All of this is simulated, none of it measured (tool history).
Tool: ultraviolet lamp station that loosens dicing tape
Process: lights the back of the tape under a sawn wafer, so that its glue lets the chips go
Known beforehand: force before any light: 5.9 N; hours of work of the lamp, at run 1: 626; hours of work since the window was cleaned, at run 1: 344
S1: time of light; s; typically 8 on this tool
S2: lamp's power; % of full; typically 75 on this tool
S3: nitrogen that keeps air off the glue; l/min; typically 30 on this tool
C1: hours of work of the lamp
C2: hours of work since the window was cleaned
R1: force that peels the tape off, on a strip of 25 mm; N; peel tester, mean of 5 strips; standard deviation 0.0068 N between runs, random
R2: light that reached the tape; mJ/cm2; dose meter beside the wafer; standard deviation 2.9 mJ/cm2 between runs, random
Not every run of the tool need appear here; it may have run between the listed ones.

run   hour  S1  S2  S3   C1   C2     R1   R2
  1      0   8  75  30  626  344  0.226  403
  2   21.5   8  75  53  640  358  0.178  406
  3   50.8   9  75  53  659  377  0.148  456
  4   72.1   9  75  53  673  391  0.153  458
  5   89.3   9  75  53  685  402  0.146  458
  6  106.7   9  75  30  696  414  0.192  454
  7  126.5   9  75  30  709  427  0.183  459
  8  142.6   9  75  30  720  437  0.178  457
  9  167.5   9  75  30  736  454  0.183  456
 10  191.3   8  84  30  752  469  0.183  458
     197.9  -- lamp changed
 11  222.3   8  88  30   16  489  0.158  474
     244.1  -- window cleaned of glue's vapour
 12  253.5  12  68  30   36    6  0.128  556
 13    275  12  68  30   50   20  0.122  551
 14  289.1   8  94  50   60   30  0.109  507
 15  304.8  14  75  20   70   40  0.103  723
 16  329.2   8  75  52   86   56   0.18  408
 17  350.1   8  75  52  100   70  0.191  411

Consider 5 possible next runs. They are alternatives, not a sequence: every one starts from the tool as it was left by run 17. What does each give?
  A  373.9   8  75  18  115  85   ?   ?
  B  373.9  10  81  38  115  85   ?   ?
  C  373.9   8  75  30  115  85   ?   ?
  D  373.9   8  75  22  115  85   ?   ?
  E  373.9   8  79  52  115  85   ?   ?

run     R1   R2
  A  0.326  404
  B  0.119  555
  C  0.237  410
  D  0.266  412
  E  0.166  433
Had the tool no hidden state, the same runs would have come out as:
run     R1   R2
  A  0.325  404
  B  0.119  555
  C  0.237  411
  D  0.265  413
  E  0.166  433

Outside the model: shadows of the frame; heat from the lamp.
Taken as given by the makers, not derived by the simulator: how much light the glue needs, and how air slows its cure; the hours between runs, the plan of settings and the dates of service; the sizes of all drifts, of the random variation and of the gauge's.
